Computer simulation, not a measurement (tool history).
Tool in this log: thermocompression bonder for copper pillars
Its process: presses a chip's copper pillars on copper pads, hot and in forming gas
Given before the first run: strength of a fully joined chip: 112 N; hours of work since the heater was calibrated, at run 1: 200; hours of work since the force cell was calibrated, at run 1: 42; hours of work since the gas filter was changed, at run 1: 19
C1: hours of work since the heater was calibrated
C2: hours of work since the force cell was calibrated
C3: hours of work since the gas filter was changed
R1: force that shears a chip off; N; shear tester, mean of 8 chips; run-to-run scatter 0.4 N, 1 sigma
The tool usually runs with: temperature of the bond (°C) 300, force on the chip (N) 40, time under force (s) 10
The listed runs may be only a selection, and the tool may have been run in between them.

{"run": 1, "hour": 0.0, "temperature of the bond (°C)": 300, "force on the chip (N)": 40, "time under force (s)": 10, "C1": 200, "C2": 42, "C3": 19, "R1": 70.7}
{"run": 2, "hour": 9.0, "temperature of the bond (°C)": 300, "force on the chip (N)": 40, "time under force (s)": 10, "C1": 204, "C2": 46, "C3": 23, "R1": 69.9}
{"run": 3, "hour": 16.8, "temperature of the bond (°C)": 300, "force on the chip (N)": 40, "time under force (s)": 10, "C1": 207, "C2": 49, "C3": 26, "R1": 70.1}
{"run": 4, "hour": 24.2, "temperature of the bond (°C)": 300, "force on the chip (N)": 40, "time under force (s)": 10, "C1": 211, "C2": 52, "C3": 29, "R1": 69.7}
{"run": 5, "hour": 31.0, "temperature of the bond (°C)": 300, "force on the chip (N)": 40, "time under force (s)": 9, "C1": 213, "C2": 55, "C3": 32, "R1": 68.8}
{"run": 6, "hour": 35.7, "temperature of the bond (°C)": 300, "force on the chip (N)": 40, "time under force (s)": 9, "C1": 215, "C2": 57, "C3": 34, "R1": 67.7}
{"run": 7, "hour": 40.5, "temperature of the bond (°C)": 300, "force on the chip (N)": 40, "time under force (s)": 9, "C1": 217, "C2": 59, "C3": 36, "R1": 67.7}
{"run": 8, "hour": 50.7, "temperature of the bond (°C)": 300, "force on the chip (N)": 40, "time under force (s)": 9, "C1": 221, "C2": 63, "C3": 40, "R1": 67.9}
{"run": 9, "hour": 60.3, "temperature of the bond (°C)": 300, "force on the chip (N)": 40, "time under force (s)": 9, "C1": 225, "C2": 67, "C3": 44, "R1": 68.1}
{"run": 10, "hour": 66.5, "temperature of the bond (°C)": 300, "force on the chip (N)": 40, "time under force (s)": 9, "C1": 228, "C2": 70, "C3": 47, "R1": 68}
{"run": 11, "hour": 71.4, "temperature of the bond (°C)": 300, "force on the chip (N)": 40, "time under force (s)": 9, "C1": 230, "C2": 72, "C3": 49, "R1": 68.2}
{"run": 12, "hour": 81.9, "temperature of the bond (°C)": 300, "force on the chip (N)": 40, "time under force (s)": 9, "C1": 234, "C2": 76, "C3": 53, "R1": 66.9}
{"run": 13, "hour": 89.8, "temperature of the bond (°C)": 300, "force on the chip (N)": 40, "time under force (s)": 9, "C1": 238, "C2": 80, "C3": 57, "R1": 68}
{"run": 14, "hour": 98.6, "temperature of the bond (°C)": 300, "force on the chip (N)": 40, "time under force (s)": 12, "C1": 241, "C2": 83, "C3": 60, "R1": 73.3}
{"run": 15, "hour": 108.6, "temperature of the bond (°C)": 302, "force on the chip (N)": 43, "time under force (s)": 17, "C1": 245, "C2": 87, "C3": 64, "R1": 85.4}

For some of the steps in R1 from one run to the next: how much would appear even if the tool had no hidden state, given the settings, what came in and random variation, and how much remains for the hidden state plus any gauge scatter that the measured result and the result without hidden state don't share?
Hidden conditions of the tool in this case: true temperature of the bond over the reading, C; force that reaches the chip, % of what is set; oxide that the forming gas leaves, % of the face; drift of the gauge itself on shear_n, %.
Run 14 -> 15: temperature of the bond (°C) 300 -> 302, force on the chip (N) 40 -> 43, time under force (s) 12 -> 17. R1 +12.1 N: hidden state -0.2, all else +12.3.
